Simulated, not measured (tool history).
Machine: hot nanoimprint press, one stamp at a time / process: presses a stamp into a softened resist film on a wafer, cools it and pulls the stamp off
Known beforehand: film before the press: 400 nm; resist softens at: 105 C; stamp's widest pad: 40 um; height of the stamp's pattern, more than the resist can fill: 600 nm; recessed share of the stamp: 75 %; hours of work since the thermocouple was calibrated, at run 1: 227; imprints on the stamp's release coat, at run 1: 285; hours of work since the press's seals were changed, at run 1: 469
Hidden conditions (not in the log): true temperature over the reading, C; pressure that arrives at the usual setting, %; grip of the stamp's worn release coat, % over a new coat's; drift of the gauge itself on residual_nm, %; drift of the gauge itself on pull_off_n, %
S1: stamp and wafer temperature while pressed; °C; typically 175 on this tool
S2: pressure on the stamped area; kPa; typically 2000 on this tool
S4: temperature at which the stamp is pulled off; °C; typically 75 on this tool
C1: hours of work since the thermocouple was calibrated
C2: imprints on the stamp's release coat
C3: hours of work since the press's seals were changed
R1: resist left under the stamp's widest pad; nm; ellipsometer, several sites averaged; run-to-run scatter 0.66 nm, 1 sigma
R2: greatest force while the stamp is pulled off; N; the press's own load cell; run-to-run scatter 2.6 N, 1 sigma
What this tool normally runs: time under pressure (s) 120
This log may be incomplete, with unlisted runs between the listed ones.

{"run": 1, "day": 0.0, "S1": 175, "S2": 2000, "time under pressure (s)": 120, "S4": 75, "C1": 227, "C2": 285, "C3": 469, "R1": 209.1, "R2": 121}
{"run": 2, "day": 1.067, "S1": 175, "S2": 2000, "time under pressure (s)": 120, "S4": 75, "C1": 239, "C2": 362, "C3": 480, "R1": 209.8, "R2": 119}
{"run": 3, "day": 1.933, "S1": 175, "S2": 2000, "time under pressure (s)": 74, "S4": 75, "C1": 248, "C2": 425, "C3": 490, "R1": 244.6, "R2": 122}
{"run": 4, "day": 2.762, "S1": 175, "S2": 2000, "time under pressure (s)": 120, "S4": 61, "C1": 257, "C2": 485, "C3": 499, "R1": 209.5, "R2": 150}
{"run": 5, "day": 3.746, "S1": 175, "S2": 2000, "time under pressure (s)": 120, "S4": 61, "C1": 268, "C2": 555, "C3": 510, "R1": 210.2, "R2": 154}
{"run": 6, "day": 4.762, "S1": 182, "S2": 2000, "time under pressure (s)": 120, "S4": 75, "C1": 279, "C2": 629, "C3": 521, "R1": 158.4, "R2": 117}
{"run": 7, "day": 5.45, "S1": 182, "S2": 2000, "time under pressure (s)": 120, "S4": 75, "C1": 287, "C2": 678, "C3": 528, "R1": 158.5, "R2": 122}
{"run": 8, "day": 6.254, "S1": 182, "S2": 2000, "time under pressure (s)": 120, "S4": 75, "C1": 296, "C2": 736, "C3": 537, "R1": 158.5, "R2": 125}
{"run": 9, "day": 6.775, "S1": 182, "S2": 2000, "time under pressure (s)": 120, "S4": 75, "C1": 301, "C2": 774, "C3": 543, "R1": 157.1, "R2": 127}
{"run": 10, "day": 7.246, "S1": 182, "S2": 2000, "time under pressure (s)": 120, "S4": 75, "C1": 306, "C2": 808, "C3": 548, "R1": 156.7, "R2": 119}
{"run": 11, "day": 7.975, "S1": 175, "S2": 2000, "time under pressure (s)": 120, "S4": 75, "C1": 314, "C2": 860, "C3": 556, "R1": 209, "R2": 120}
{"run": 12, "day": 8.979, "S1": 175, "S2": 2000, "time under pressure (s)": 120, "S4": 75, "C1": 325, "C2": 933, "C3": 567, "R1": 210.2, "R2": 121}
{"run": 13, "day": 10.067, "S1": 175, "S2": 2000, "time under pressure (s)": 120, "S4": 75, "C1": 337, "C2": 1011, "C3": 579, "R1": 208.9, "R2": 125}
{"run": 14, "day": 10.704, "S1": 175, "S2": 2000, "time under pressure (s)": 120, "S4": 75, "C1": 344, "C2": 1057, "C3": 586, "R1": 209.9, "R2": 122}
{"run": 15, "day": 11.779, "S1": 175, "S2": 2000, "time under pressure (s)": 120, "S4": 75, "C1": 356, "C2": 1135, "C3": 597, "R1": 207.9, "R2": 124}
{"run": 16, "day": 12.762, "S1": 175, "S2": 1550, "time under pressure (s)": 120, "S4": 75, "C1": 367, "C2": 1206, "C3": 608, "R1": 230.4, "R2": 123}
{"run": 17, "day": 13.658, "S1": 186, "S2": 1550, "time under pressure (s)": 73, "S4": 75, "C1": 376, "C2": 1270, "C3": 618, "R1": 185.1, "R2": 122}
{"run": 18, "day": 14.321, "S1": 186, "S2": 1550, "time under pressure (s)": 73, "S4": 75, "C1": 384, "C2": 1318, "C3": 625, "R1": 183.8, "R2": 120}
{"day": 14.7, "done": "plate thermocouple calibrated"}
{"run": 19, "day": 15.254, "S1": 186, "S2": 1550, "time under pressure (s)": 73, "S4": 67, "C1": 6, "C2": 1376, "C3": 634, "R1": 184, "R2": 146}
{"run": 20, "day": 15.704, "S1": 178, "S2": 1490, "time under pressure (s)": 219, "S4": 75, "C1": 11, "C2": 1409, "C3": 639, "R1": 165, "R2": 121}
{"run": 21, "day": 16.7, "S1": 178, "S2": 1490, "time under pressure (s)": 219, "S4": 75, "C1": 22, "C2": 1480, "C3": 650, "R1": 166.5, "R2": 123}
{"run": 22, "day": 17.404, "S1": 178, "S2": 1490, "time under pressure (s)": 219, "S4": 75, "C1": 30, "C2": 1531, "C3": 657, "R1": 165.5, "R2": 116}
{"run": 23, "day": 18.317, "S1": 167, "S2": 1260, "time under pressure (s)": 218, "S4": 81, "C1": 40, "C2": 1597, "C3": 667, "R1": 272.1, "R2": 107}
{"run": 24, "day": 19.2, "S1": 167, "S2": 1260, "time under pressure (s)": 218, "S4": 81, "C1": 49, "C2": 1660, "C3": 677, "R1": 272, "R2": 107}
{"run": 25, "day": 20.283, "S1": 175, "S2": 1860, "time under pressure (s)": 89, "S4": 69, "C1": 61, "C2": 1739, "C3": 689, "R1": 236.9, "R2": 139}
{"run": 26, "day": 21.167, "S1": 168, "S2": 2160, "time under pressure (s)": 120, "S4": 81, "C1": 71, "C2": 1803, "C3": 699, "R1": 263.5, "R2": 108}
{"run": 27, "day": 21.788, "S1": 168, "S2": 2160, "time under pressure (s)": 120, "S4": 81, "C1": 77, "C2": 1847, "C3": 705, "R1": 263.2, "R2": 107}
{"day": 22.675, "done": "stamp cleaned and given a new release coat"}
{"run": 28, "day": 22.746, "S1": 168, "S2": 2160, "time under pressure (s)": 120, "S4": 81, "C1": 85, "C2": 5, "C3": 713, "R1": 263.8, "R2": 102}
{"run": 29, "day": 23.367, "S1": 183, "S2": 1560, "time under pressure (s)": 77, "S4": 75, "C1": 92, "C2": 50, "C3": 720, "R1": 200.5, "R2": 121}
{"run": 30, "day": 23.996, "S1": 166, "S2": 1560, "time under pressure (s)": 88, "S4": 75, "C1": 99, "C2": 95, "C3": 727, "R1": 325.2, "R2": 120}
{"run": 31, "day": 24.821, "S1": 175, "S2": 2210, "time under pressure (s)": 133, "S4": 75, "C1": 108, "C2": 155, "C3": 736, "R1": 193.5, "R2": 124}

Branching from run 31: 3 alternative next runs. What would each branch give?
{"run": "A", "day": 25.721, "S1": 167, "S2": 1900, "time under pressure (s)": 133, "S4": 75, "C1": 118, "C2": 220, "C3": 746, "R1": "?", "R2": "?"}
{"run": "B", "day": 25.721, "S1": 165, "S2": 2590, "time under pressure (s)": 133, "S4": 78, "C1": 118, "C2": 220, "C3": 746, "R1": "?", "R2": "?"}
{"run": "C", "day": 25.721, "S1": 175, "S2": 2210, "time under pressure (s)": 133, "S4": 69, "C1": 118, "C2": 220, "C3": 746, "R1": "?", "R2": "?"}

run=A R1=275.8 R2=122
run=B R1=270.5 R2=110
run=C R1=193.7 R2=142
With no hidden state in the tool, these same runs would have given:
run=A R1=275.7 R2=122
run=B R1=270.3 R2=110
run=C R1=193.6 R2=142
